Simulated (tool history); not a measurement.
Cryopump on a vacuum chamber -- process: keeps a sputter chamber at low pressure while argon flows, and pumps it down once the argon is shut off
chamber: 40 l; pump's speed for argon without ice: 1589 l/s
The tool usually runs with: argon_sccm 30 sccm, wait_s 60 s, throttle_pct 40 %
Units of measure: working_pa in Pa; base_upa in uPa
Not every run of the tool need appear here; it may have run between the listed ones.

run 1 day=0 | argon_sccm=30 wait_s=60 throttle_pct=40 | working_pa=0.0902 base_upa=1.82
run 2 day=2.104 | argon_sccm=30 wait_s=60 throttle_pct=56 | working_pa=0.0693 base_upa=1.85
run 3 day=4.883 | argon_sccm=30 wait_s=60 throttle_pct=56 | working_pa=0.0698 base_upa=1.82
-- day=5.596 pump warmed up, emptied and cooled again
run 4 day=6.412 | argon_sccm=30 wait_s=60 throttle_pct=56 | working_pa=0.0569 base_upa=1.82
run 5 day=8.854 | argon_sccm=30 wait_s=60 throttle_pct=56 | working_pa=0.0581 base_upa=1.74
run 6 day=10.596 | argon_sccm=30 wait_s=24 throttle_pct=56 | working_pa=0.0577 base_upa=4
run 7 day=12.162 | argon_sccm=30 wait_s=24 throttle_pct=56 | working_pa=0.0583 base_upa=4.04
run 8 day=13.592 | argon_sccm=30 wait_s=24 throttle_pct=56 | working_pa=0.0597 base_upa=4.04
run 9 day=15.383 | argon_sccm=30 wait_s=24 throttle_pct=56 | working_pa=0.0602 base_upa=3.94
run 10 day=17.071 | argon_sccm=30 wait_s=24 throttle_pct=56 | working_pa=0.0614 base_upa=4.04
run 11 day=18.829 | argon_sccm=30 wait_s=60 throttle_pct=40 | working_pa=0.0845 base_upa=1.79
run 12 day=20.525 | argon_sccm=30 wait_s=60 throttle_pct=40 | working_pa=0.0846 base_upa=1.79
run 13 day=22.633 | argon_sccm=30 wait_s=60 throttle_pct=40 | working_pa=0.0857 base_upa=1.8
run 14 day=24.833 | argon_sccm=30 wait_s=60 throttle_pct=40 | working_pa=0.086 base_upa=1.79
run 15 day=26.788 | argon_sccm=18 wait_s=51 throttle_pct=49 | working_pa=0.0425 base_upa=2.06
run 16 day=29.45 | argon_sccm=33 wait_s=49 throttle_pct=40 | working_pa=0.0974 base_upa=2.2
run 17 day=31.425 | argon_sccm=30 wait_s=145 throttle_pct=25 | working_pa=0.1371 base_upa=0.99
run 18 day=33.379 | argon_sccm=48 wait_s=35 throttle_pct=40 | working_pa=0.1431 base_upa=2.87
run 19 day=35.217 | argon_sccm=48 wait_s=35 throttle_pct=40 | working_pa=0.1457 base_upa=2.99
run 20 day=36.879 | argon_sccm=46 wait_s=60 throttle_pct=41 | working_pa=0.1356 base_upa=1.91
-- day=38.008 pump warmed up, emptied and cooled again
run 21 day=39.038 | argon_sccm=30 wait_s=60 throttle_pct=59 | working_pa=0.055 base_upa=1.83
run 22 day=40.212 | argon_sccm=30 wait_s=60 throttle_pct=59 | working_pa=0.0548 base_upa=1.84
run 23 day=41.496 | argon_sccm=30 wait_s=60 throttle_pct=23 | working_pa=0.1391 base_upa=1.86
run 24 day=43.667 | argon_sccm=30 wait_s=60 throttle_pct=42 | working_pa=0.0774 base_upa=1.84
run 25 day=45.604 | argon_sccm=13 wait_s=27 throttle_pct=34 | working_pa=0.0422 base_upa=3.62
run 26 day=47.267 | argon_sccm=58 wait_s=95 throttle_pct=58 | working_pa=0.1116 base_upa=1.3
run 27 day=50.008 | argon_sccm=58 wait_s=95 throttle_pct=58 | working_pa=0.115 base_upa=1.32

What if the next run were any one of these 5? Each begins from the tool's condition after run 27:
run A day=51.771 | argon_sccm=17 wait_s=95 throttle_pct=58 | working_pa=? base_upa=?
run B day=51.771 | argon_sccm=58 wait_s=196 throttle_pct=58 | working_pa=? base_upa=?
run C day=51.771 | argon_sccm=37 wait_s=95 throttle_pct=58 | working_pa=? base_upa=?
run D day=51.771 | argon_sccm=26 wait_s=129 throttle_pct=17 | working_pa=? base_upa=?
run E day=51.771 | argon_sccm=51 wait_s=97 throttle_pct=15 | working_pa=? base_upa=?

run=A working_pa=0.0341 base_upa=1.28
run=B working_pa=0.115 base_upa=0.82
run=C working_pa=0.0742 base_upa=1.33
run=D working_pa=0.1671 base_upa=1.06
run=E working_pa=0.3698 base_upa=1.24
Without the tool's hidden state the same runs would have given:
run=A working_pa=0.0316 base_upa=1.11
run=B working_pa=0.1062 base_upa=0.64
run=C working_pa=0.0685 base_upa=1.15
run=D working_pa=0.1631 base_upa=0.88
run=E working_pa=0.3621 base_upa=1.07
